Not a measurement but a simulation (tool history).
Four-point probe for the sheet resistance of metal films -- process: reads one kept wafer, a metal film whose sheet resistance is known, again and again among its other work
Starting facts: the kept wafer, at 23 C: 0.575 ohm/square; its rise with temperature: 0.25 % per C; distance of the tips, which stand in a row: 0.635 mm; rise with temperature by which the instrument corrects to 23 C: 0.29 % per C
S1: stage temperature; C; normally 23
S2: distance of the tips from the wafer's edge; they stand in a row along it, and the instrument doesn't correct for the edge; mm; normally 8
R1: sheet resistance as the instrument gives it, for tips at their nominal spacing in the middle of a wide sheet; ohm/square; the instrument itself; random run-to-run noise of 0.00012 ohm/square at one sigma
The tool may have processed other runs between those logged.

run 1 hour=0.0 | S1=23 S2=8 | R1=0.578214
run 2 hour=8.8 | S1=23 S2=8 | R1=0.578510
run 3 hour=26.7 | S1=23 S2=8 | R1=0.578545
run 4 hour=41.3 | S1=23 S2=8 | R1=0.578586
run 5 hour=52.6 | S1=18 S2=8 | R1=0.579856
run 6 hour=67.6 | S1=18 S2=8 | R1=0.580022
run 7 hour=78.6 | S1=27 S2=8 | R1=0.578010
run 8 hour=97.6 | S1=23 S2=8 | R1=0.578891
run 9 hour=111.9 | S1=23 S2=8 | R1=0.578795
run 10 hour=126.2 | S1=23 S2=8 | R1=0.578729
run 11 hour=142.2 | S1=34 S2=8 | R1=0.576121
run 12 hour=154.1 | S1=23 S2=8 | R1=0.578941
run 13 hour=163.2 | S1=23 S2=8 | R1=0.578654
run 14 hour=172.9 | S1=32 S2=68 | R1=0.574813
run 15 hour=182.8 | S1=34 S2=16 | R1=0.574810
run 16 hour=192.0 | S1=32 S2=34 | R1=0.574919
run 17 hour=206.4 | S1=24 S2=10 | R1=0.578243
run 18 hour=217.4 | S1=19 S2=5 | R1=0.583167
run 19 hour=227.0 | S1=28 S2=44 | R1=0.576050
run 20 hour=235.0 | S1=28 S2=44 | R1=0.576117
run 21 hour=253.9 | S1=28 S2=62 | R1=0.576167
run 22 hour=273.1 | S1=25 S2=7 | R1=0.579367
run 23 hour=288.2 | S1=25 S2=7 | R1=0.579261
run 24 hour=305.2 | S1=22 S2=7 | R1=0.580117
run 25 hour=323.3 | S1=22 S2=7 | R1=0.580066
run 26 hour=338.9 | S1=24 S2=7 | R1=0.579964

Each run again, without the hidden state but with its own random variation kept:
Hidden conditions of the tool in this case: inner tips' distance over the nominal, %; tips' flats over new ones', %; wafer's true temperature over the reading, C; drift of the gauge itself on sheet_ohm, %.
run=1 R1=0.576649
run=2 R1=0.576921
run=3 R1=0.576908
run=4 R1=0.576910
run=5 R1=0.578147
run=6 R1=0.578271
run=7 R1=0.576239
run=8 R1=0.577065
run=9 R1=0.576933
run=10 R1=0.576827
run=11 R1=0.574191
run=12 R1=0.576968
run=13 R1=0.576658
run=14 R1=0.572809
run=15 R1=0.572783
run=16 R1=0.572866
run=17 R1=0.576138
run=18 R1=0.581012
run=19 R1=0.573900
run=20 R1=0.573946
run=21 R1=0.573949
run=22 R1=0.577085
run=23 R1=0.576939
run=24 R1=0.577746
run=25 R1=0.577648
run=26 R1=0.577506
